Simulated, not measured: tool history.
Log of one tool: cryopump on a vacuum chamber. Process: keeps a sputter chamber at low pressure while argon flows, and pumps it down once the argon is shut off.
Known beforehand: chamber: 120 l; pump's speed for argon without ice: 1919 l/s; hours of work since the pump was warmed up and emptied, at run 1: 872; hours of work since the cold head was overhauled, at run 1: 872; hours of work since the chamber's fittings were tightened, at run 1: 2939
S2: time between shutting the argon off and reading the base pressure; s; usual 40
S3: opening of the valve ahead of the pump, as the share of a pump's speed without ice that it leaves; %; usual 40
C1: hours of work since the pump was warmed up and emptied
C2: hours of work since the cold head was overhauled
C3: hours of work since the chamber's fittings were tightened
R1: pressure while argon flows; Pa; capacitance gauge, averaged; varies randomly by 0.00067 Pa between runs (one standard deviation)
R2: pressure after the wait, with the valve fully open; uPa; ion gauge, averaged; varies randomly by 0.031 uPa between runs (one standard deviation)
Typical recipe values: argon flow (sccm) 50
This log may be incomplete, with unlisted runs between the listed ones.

Run 1, hour 0: usual settings; C1 872; C2 872; C3 2939. Result: R1 0.125 Pa, R2 2.67 uPa.
Run 2, hour 82.2: usual settings but S2 92 s; C1 925; C2 925; C3 2992. Result: R1 0.1257 Pa, R2 1.88 uPa.
Run 3, hour 170.4: usual settings but S3 16 %; C1 982; C2 982; C3 3050. Result: R1 0.2916 Pa, R2 2.76 uPa.
Run 4, hour 251.4: usual settings but S3 16 %; C1 1035; C2 1035; C3 3102. Result: R1 0.2939 Pa, R2 2.86 uPa.
At hour 335.2: pump warmed up, emptied and cooled again.
Run 5, hour 350.1: usual settings; C1 10; C2 1096; C3 3163. Result: R1 0.111 Pa, R2 2.41 uPa.
At hour 398.8: leaking fittings of the chamber tightened, without venting.
Run 6, hour 430.8: usual settings; C1 61; C2 1147; C3 21. Result: R1 0.1119 Pa, R2 1.57 uPa.
Run 7, hour 504.3: usual settings; C1 109; C2 1195; C3 69. Result: R1 0.1124 Pa, R2 1.6 uPa.
Run 8, hour 559.2: usual settings; C1 144; C2 1231; C3 104. Result: R1 0.1122 Pa, R2 1.63 uPa.
Run 9, hour 638.6: usual settings but argon flow (sccm) 46; C1 196; C2 1282; C3 156. Result: R1 0.1058 Pa, R2 1.62 uPa.
Run 10, hour 757.3: usual settings but argon flow (sccm) 46; C1 273; C2 1359; C3 233. Result: R1 0.1047 Pa, R2 1.67 uPa.
Run 11, hour 875.6: usual settings but argon flow (sccm) 46; C1 350; C2 1436; C3 310. Result: R1 0.1046 Pa, R2 1.66 uPa.
Run 12, hour 995.3: usual settings but argon flow (sccm) 46; C1 428; C2 1514; C3 388. Result: R1 0.1065 Pa, R2 1.76 uPa.
Run 13, hour 1046.9: usual settings but argon flow (sccm) 46; C1 461; C2 1547; C3 421. Result: R1 0.1065 Pa, R2 1.73 uPa.
Run 14, hour 1173.3: usual settings; C1 543; C2 1630; C3 503. Result: R1 0.1172 Pa, R2 1.79 uPa.
Run 15, hour 1299.6: usual settings; C1 625; C2 1712; C3 585. Result: R1 0.1191 Pa, R2 1.81 uPa.
Run 16, hour 1414.7: usual settings; C1 700; C2 1786; C3 660. Result: R1 0.1211 Pa, R2 1.82 uPa.
Run 17, hour 1501.9: usual settings; C1 757; C2 1843; C3 717. Result: R1 0.1215 Pa, R2 1.92 uPa.
Run 18, hour 1588.2: usual settings; C1 813; C2 1899; C3 773. Result: R1 0.1222 Pa, R2 1.91 uPa.
Run 19, hour 1677.9: usual settings but argon flow (sccm) 92, S2 125 s; C1 871; C2 1957; C3 831. Result: R1 0.2245 Pa, R2 1 uPa.
Run 20, hour 1771.4: usual settings but argon flow (sccm) 74, S3 55 %; C1 932; C2 2018; C3 892. Result: R1 0.1396 Pa, R2 2.01 uPa.
Run 21, hour 1851: usual settings but argon flow (sccm) 74, S3 55 %; C1 984; C2 2070; C3 944. Result: R1 0.1416 Pa, R2 1.99 uPa.
Run 22, hour 1909.3: usual settings but argon flow (sccm) 74, S3 55 %; C1 1022; C2 2108; C3 981. Result: R1 0.1436 Pa, R2 2.01 uPa.
At hour 2014.2: pump warmed up, emptied and cooled again.
Run 23, hour 2019.2: usual settings but argon flow (sccm) 53, S3 55 %; C1 3; C2 2176; C3 1050. Result: R1 0.0866 Pa, R2 1.89 uPa.
Run 24, hour 2094.8: usual settings but argon flow (sccm) 24, S2 31 s, S3 32 %; C1 52; C2 2225; C3 1099. Result: R1 0.0675 Pa, R2 2.28 uPa.
Run 25, hour 2170.8: usual settings but argon flow (sccm) 42, S2 148 s, S3 35 %; C1 102; C2 2274; C3 1148. Result: R1 0.1077 Pa, R2 0.9 uPa.
Run 26, hour 2266.6: usual settings but argon flow (sccm) 89, S2 187 s, S3 35 %; C1 164; C2 2337; C3 1210. Result: R1 0.2296 Pa, R2 0.86 uPa.
Run 27, hour 2339.9: usual settings but argon flow (sccm) 24, S2 71 s; C1 212; C2 2384; C3 1258. Result: R1 0.0538 Pa, R2 1.37 uPa.
Run 28, hour 2410.7: usual settings but argon flow (sccm) 24, S2 71 s; C1 258; C2 2430; C3 1304. Result: R1 0.0545 Pa, R2 1.38 uPa.
Run 29, hour 2509: usual settings but argon flow (sccm) 24, S2 71 s; C1 322; C2 2494; C3 1368. Result: R1 0.055 Pa, R2 1.46 uPa.
Run 30, hour 2577.3: usual settings but argon flow (sccm) 24, S2 71 s; C1 366; C2 2539; C3 1412. Result: R1 0.0556 Pa, R2 1.42 uPa.
Run 31, hour 2698.5: usual settings but argon flow (sccm) 42, S3 33 %; C1 445; C2 2617; C3 1491. Result: R1 0.1171 Pa, R2 2.04 uPa.
Run 32, hour 2777.9: usual settings but argon flow (sccm) 42, S2 36 s, S3 18 %; C1 496; C2 2669; C3 1543. Result: R1 0.2144 Pa, R2 2.23 uPa.
Run 33, hour 2844.2: usual settings but argon flow (sccm) 42, S2 36 s, S3 18 %; C1 539; C2 2712; C3 1586. Result: R1 0.2123 Pa, R2 2.32 uPa.
Run 34, hour 2943.6: usual settings but argon flow (sccm) 74, S3 15 %; C1 604; C2 2777; C3 1650. Result: R1 0.4482 Pa, R2 2.26 uPa.
Run 35, hour 3044.9: usual settings but argon flow (sccm) 38; C1 670; C2 2842; C3 1716. Result: R1 0.0918 Pa, R2 2.23 uPa.

Hidden state at the last listed run before each entry between runs and at the first one after, where it differs:
Logged between run 4 and run 5: pump warmed up, emptied and cooled again (hour 335.2)
  pump's speed, % of a pump's without ice: 73.1 -> 99.7; cold plate's temperature, K: 12.39 -> 12.41; leak into the chamber, uPa l/s: 1994 -> 2027
  measured less the result without the state, R1: +0.0169 -> +0.0005 Pa; R2: +1.3 -> +0.9 uPa
Logged between run 5 and run 6: leaking fittings of the chamber tightened, without venting (hour 398.8)
  pump's speed, % of a pump's without ice: 99.7 -> 98.6; cold plate's temperature, K: 12.41 -> 12.43; leak into the chamber, uPa l/s: 2027 -> 365
  measured less the result without the state, R1: +0.0005 -> +0.0011 Pa; R2: +0.9 -> +0.03 uPa
Logged between run 22 and run 23: pump warmed up, emptied and cooled again (hour 2014.2)
  pump's speed, % of a pump's without ice: 74.4 -> 99.3; cold plate's temperature, K: 12.75 -> 12.77; leak into the chamber, uPa l/s: 888 -> 927
  measured less the result without the state, R1: +0.0239 -> +0.0011 Pa; R2: +0.47 -> +0.33 uPa
